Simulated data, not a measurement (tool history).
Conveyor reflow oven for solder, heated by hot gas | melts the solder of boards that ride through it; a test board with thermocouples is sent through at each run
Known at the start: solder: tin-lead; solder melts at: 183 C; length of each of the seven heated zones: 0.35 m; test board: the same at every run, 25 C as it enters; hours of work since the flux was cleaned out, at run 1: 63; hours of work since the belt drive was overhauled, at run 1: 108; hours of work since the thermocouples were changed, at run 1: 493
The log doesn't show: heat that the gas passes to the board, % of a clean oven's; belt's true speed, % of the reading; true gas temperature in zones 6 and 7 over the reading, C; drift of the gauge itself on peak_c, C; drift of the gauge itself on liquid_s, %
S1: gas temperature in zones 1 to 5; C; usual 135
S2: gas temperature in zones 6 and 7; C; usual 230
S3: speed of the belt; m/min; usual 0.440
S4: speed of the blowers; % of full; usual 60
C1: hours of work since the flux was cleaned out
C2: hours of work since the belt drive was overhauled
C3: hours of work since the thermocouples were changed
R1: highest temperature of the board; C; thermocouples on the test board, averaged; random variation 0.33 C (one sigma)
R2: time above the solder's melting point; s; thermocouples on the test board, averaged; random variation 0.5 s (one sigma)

{"run": 1, "hour": 0.0, "S1": 135, "S2": 230, "S3": 0.44, "S4": 60, "C1": 63, "C2": 108, "C3": 493, "R1": 210.3, "R2": 62.3}
{"run": 2, "hour": 28.3, "S1": 121, "S2": 230, "S3": 0.44, "S4": 60, "C1": 78, "C2": 124, "C3": 509, "R1": 207.6, "R2": 53.6}
{"run": 3, "hour": 45.9, "S1": 135, "S2": 230, "S3": 0.44, "S4": 60, "C1": 88, "C2": 134, "C3": 518, "R1": 210.1, "R2": 62.4}
{"run": 4, "hour": 66.2, "S1": 135, "S2": 230, "S3": 0.44, "S4": 60, "C1": 99, "C2": 145, "C3": 529, "R1": 210.4, "R2": 62.2}
{"run": 5, "hour": 100.0, "S1": 135, "S2": 230, "S3": 0.44, "S4": 60, "C1": 118, "C2": 164, "C3": 548, "R1": 210.5, "R2": 61.9}
{"run": 6, "hour": 127.1, "S1": 135, "S2": 230, "S3": 0.44, "S4": 55, "C1": 133, "C2": 179, "C3": 563, "R1": 207.9, "R2": 58.2}
{"run": 7, "hour": 158.6, "S1": 135, "S2": 230, "S3": 0.44, "S4": 60, "C1": 151, "C2": 196, "C3": 581, "R1": 210.2, "R2": 61.9}
{"run": 8, "hour": 188.4, "S1": 135, "S2": 230, "S3": 0.44, "S4": 60, "C1": 167, "C2": 213, "C3": 597, "R1": 210.4, "R2": 62.9}
{"run": 9, "hour": 216.4, "S1": 135, "S2": 230, "S3": 0.44, "S4": 60, "C1": 183, "C2": 228, "C3": 613, "R1": 210.5, "R2": 60.4}
{"run": 10, "hour": 232.4, "S1": 135, "S2": 230, "S3": 0.44, "S4": 75, "C1": 191, "C2": 237, "C3": 622, "R1": 215.2, "R2": 69.0}
{"run": 11, "hour": 248.2, "S1": 135, "S2": 230, "S3": 0.44, "S4": 87, "C1": 200, "C2": 246, "C3": 630, "R1": 219.0, "R2": 72.0}
{"run": 12, "hour": 272.6, "S1": 135, "S2": 230, "S3": 0.44, "S4": 87, "C1": 214, "C2": 259, "C3": 644, "R1": 218.3, "R2": 72.8}
{"run": 13, "hour": 290.8, "S1": 135, "S2": 230, "S3": 0.425, "S4": 87, "C1": 224, "C2": 270, "C3": 654, "R1": 219.6, "R2": 76.6}
{"run": 14, "hour": 320.3, "S1": 135, "S2": 230, "S3": 0.406, "S4": 87, "C1": 240, "C2": 286, "C3": 670, "R1": 220.7, "R2": 81.1}
{"run": 15, "hour": 340.0, "S1": 135, "S2": 230, "S3": 0.406, "S4": 87, "C1": 251, "C2": 297, "C3": 681, "R1": 221.0, "R2": 82.0}
{"run": 16, "hour": 363.4, "S1": 135, "S2": 227, "S3": 0.455, "S4": 60, "C1": 264, "C2": 310, "C3": 694, "R1": 206.6, "R2": 54.9}
{"run": 17, "hour": 398.3, "S1": 123, "S2": 227, "S3": 0.455, "S4": 60, "C1": 283, "C2": 329, "C3": 713, "R1": 204.1, "R2": 45.8}
{"hour": 426.2, "done": "flux residue cleaned out of gas plates and filters"}
{"run": 18, "hour": 430.9, "S1": 123, "S2": 226, "S3": 0.501, "S4": 60, "C1": 3, "C2": 344, "C3": 729, "R1": 199.8, "R2": 35.4}
{"run": 19, "hour": 455.4, "S1": 123, "S2": 226, "S3": 0.501, "S4": 60, "C1": 16, "C2": 358, "C3": 742, "R1": 199.5, "R2": 35.4}

The next listed run, before its measurement:
{"run": 20, "hour": 472.7, "S1": 146, "S2": 230, "S3": 0.44, "S4": 60, "C1": 26, "C2": 367, "C3": 752, "R1": "?", "R2": "?"}

Run 20 gave R1 212.5 C, R2 69.6 s.
Without the tool's hidden state the same run would have given R1 212.5 C, R2 69.6 s.
